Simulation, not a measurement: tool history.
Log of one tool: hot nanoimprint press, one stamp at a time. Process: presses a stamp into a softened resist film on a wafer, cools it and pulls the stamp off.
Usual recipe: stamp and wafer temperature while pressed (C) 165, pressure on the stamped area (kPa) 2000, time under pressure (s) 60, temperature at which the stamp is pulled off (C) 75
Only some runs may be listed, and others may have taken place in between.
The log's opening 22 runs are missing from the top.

run,hour,stamp and wafer temperature while pressed (C),pressure on the stamped area (kPa),time under pressure (s),temperature at which the stamp is pulled off (C),resist left under the stamp's widest pad (Å),greatest force while the stamp is pulled off (N)
23,121.1,156,2000,60,61,1471,127
24,125.5,165,2000,38,75,1281,106
25,129.3,165,2890,38,78,1150,100
26,134.3,165,2000,80,75,991,100
27,143.2,164,2000,60,61,1161,124
28,151.9,155,2410,59,81,1437,94
29,156.2,165,1550,60,75,1219,101
30,164.6,165,1550,60,75,1198,102

What if the next run were any one of these 3? Each begins from the tool's condition after run 30:
A,171.4,165,2000,60,77,?,?
B,171.4,165,2050,57,83,?,?
C,171.4,154,2000,60,75,?,?

run,resist left under the stamp's widest pad (Å),greatest force while the stamp is pulled off (N)
A,1134,104
B,1127,91
C,1524,104
With no hidden state in the tool, these same runs would have given:
run,resist left under the stamp's widest pad (Å),greatest force while the stamp is pulled off (N)
A,1133,103
B,1126,90
C,1523,103

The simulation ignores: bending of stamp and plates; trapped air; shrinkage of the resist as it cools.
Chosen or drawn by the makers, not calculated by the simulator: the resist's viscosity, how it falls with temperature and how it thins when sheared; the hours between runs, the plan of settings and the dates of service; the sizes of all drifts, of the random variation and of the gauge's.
